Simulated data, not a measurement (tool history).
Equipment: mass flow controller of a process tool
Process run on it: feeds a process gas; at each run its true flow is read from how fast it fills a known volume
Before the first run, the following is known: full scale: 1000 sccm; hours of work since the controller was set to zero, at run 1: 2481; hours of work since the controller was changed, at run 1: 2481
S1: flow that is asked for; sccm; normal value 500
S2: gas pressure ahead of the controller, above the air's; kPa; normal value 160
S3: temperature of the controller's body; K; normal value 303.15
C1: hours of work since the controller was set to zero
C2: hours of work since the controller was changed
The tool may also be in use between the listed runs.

run 1 hour=0 | S1=500 S2=160 S3=303.15 | C1=2481 C2=2481 | true_flow_(%)=99.53
run 2 hour=65.4 | S1=500 S2=160 S3=303.15 | C1=2525 C2=2525 | true_flow_(%)=99.57
run 3 hour=120.4 | S1=500 S2=160 S3=303.15 | C1=2562 C2=2562 | true_flow_(%)=99.66
run 4 hour=195.2 | S1=500 S2=160 S3=303.15 | C1=2613 C2=2613 | true_flow_(%)=99.87
run 5 hour=282.6 | S1=500 S2=160 S3=304.15 | C1=2672 C2=2672 | true_flow_(%)=99.9
run 6 hour=392.7 | S1=500 S2=201 S3=304.15 | C1=2747 C2=2747 | true_flow_(%)=99.88
run 7 hour=481.6 | S1=500 S2=160 S3=303.15 | C1=2807 C2=2807 | true_flow_(%)=100.34
run 8 hour=578.1 | S1=500 S2=160 S3=303.15 | C1=2872 C2=2872 | true_flow_(%)=100.56
run 9 hour=671.6 | S1=668 S2=160 S3=303.15 | C1=2936 C2=2936 | true_flow_(%)=100.77
run 10 hour=769.6 | S1=668 S2=160 S3=303.15 | C1=3002 C2=3002 | true_flow_(%)=101.01
run 11 hour=855.1 | S1=668 S2=160 S3=303.15 | C1=3060 C2=3060 | true_flow_(%)=101.24
run 12 hour=915 | S1=500 S2=160 S3=303.15 | C1=3100 C2=3100 | true_flow_(%)=101.08
run 13 hour=985 | S1=500 S2=160 S3=301.15 | C1=3148 C2=3148 | true_flow_(%)=101.44
run 14 hour=1033.4 | S1=500 S2=160 S3=296.15 | C1=3181 C2=3181 | true_flow_(%)=101.95
run 15 hour=1082.4 | S1=500 S2=160 S3=303.15 | C1=3214 C2=3214 | true_flow_(%)=101.49
run 16 hour=1128.2 | S1=500 S2=160 S3=303.15 | C1=3245 C2=3245 | true_flow_(%)=101.51
run 17 hour=1193.4 | S1=500 S2=160 S3=303.15 | C1=3289 C2=3289 | true_flow_(%)=101.6
run 18 hour=1250.8 | S1=500 S2=195 S3=303.15 | C1=3328 C2=3328 | true_flow_(%)=101.67
run 19 hour=1338.7 | S1=116 S2=195 S3=303.15 | C1=3387 C2=3387 | true_flow_(%)=101.65
run 20 hour=1444.9 | S1=116 S2=195 S3=303.15 | C1=3459 C2=3459 | true_flow_(%)=101.93
run 21 hour=1518.1 | S1=699 S2=195 S3=294.15 | C1=3509 C2=3509 | true_flow_(%)=103.07
-- hour=1532.7 gauge calibrated
run 22 hour=1616.1 | S1=363 S2=195 S3=309.15 | C1=3575 C2=3575 | true_flow_(%)=98.92
run 23 hour=1683.2 | S1=500 S2=274 S3=303.15 | C1=3621 C2=3621 | true_flow_(%)=99.48
run 24 hour=1737 | S1=500 S2=274 S3=303.15 | C1=3657 C2=3657 | true_flow_(%)=99.59
run 25 hour=1825.4 | S1=500 S2=274 S3=303.15 | C1=3717 C2=3717 | true_flow_(%)=99.87
run 26 hour=1912 | S1=145 S2=160 S3=303.15 | C1=3776 C2=3776 | true_flow_(%)=99.94
run 27 hour=1995.8 | S1=248 S2=180 S3=300.15 | C1=3832 C2=3832 | true_flow_(%)=100.3
run 28 hour=2096 | S1=769 S2=212 S3=304.15 | C1=3900 C2=3900 | true_flow_(%)=100.37
run 29 hour=2164.2 | S1=769 S2=212 S3=304.15 | C1=3946 C2=3946 | true_flow_(%)=100.59
run 30 hour=2222.6 | S1=271 S2=169 S3=304.15 | C1=3986 C2=3986 | true_flow_(%)=100.59
run 31 hour=2333.6 | S1=496 S2=178 S3=305.15 | C1=4061 C2=4061 | true_flow_(%)=100.57
run 32 hour=2413.5 | S1=496 S2=178 S3=305.15 | C1=4115 C2=4115 | true_flow_(%)=100.76
run 33 hour=2508.8 | S1=806 S2=160 S3=303.15 | C1=4180 C2=4180 | true_flow_(%)=101.38
run 34 hour=2593.2 | S1=758 S2=207 S3=303.15 | C1=4237 C2=4237 | true_flow_(%)=101.42
run 35 hour=2669.2 | S1=603 S2=193 S3=294.15 | C1=4288 C2=4288 | true_flow_(%)=102.32
-- hour=2754.8 gauge calibrated
run 36 hour=2765.5 | S1=603 S2=193 S3=294.15 | C1=4353 C2=4353 | true_flow_(%)=100.29
run 37 hour=2871.5 | S1=603 S2=196 S3=296.15 | C1=4425 C2=4425 | true_flow_(%)=100.31
run 38 hour=2949.6 | S1=308 S2=268 S3=308.15 | C1=4478 C2=4478 | true_flow_(%)=99.01

Alternative continuations, all from the tool just after run 38; predict every row:
run A hour=3031.5 | S1=119 S2=271 S3=308.15 | C1=4534 C2=4534 | true_flow_(%)=?
run B hour=3031.5 | S1=600 S2=160 S3=303.15 | C1=4534 C2=4534 | true_flow_(%)=?
run C hour=3031.5 | S1=308 S2=163 S3=308.15 | C1=4534 C2=4534 | true_flow_(%)=?
run D hour=3031.5 | S1=463 S2=184 S3=308.15 | C1=4534 C2=4534 | true_flow_(%)=?
run E hour=3031.5 | S1=162 S2=204 S3=294.15 | C1=4534 C2=4534 | true_flow_(%)=?

run=A true_flow_(%)=99.16
run=B true_flow_(%)=99.84
run=C true_flow_(%)=99.31
run=D true_flow_(%)=99.43
run=E true_flow_(%)=100.5
Stripped of hidden state, with their random variation kept, the same runs would have yielded:
run=A true_flow_(%)=98.69
run=B true_flow_(%)=99.34
run=C true_flow_(%)=98.81
run=D true_flow_(%)=98.93
run=E true_flow_(%)=100
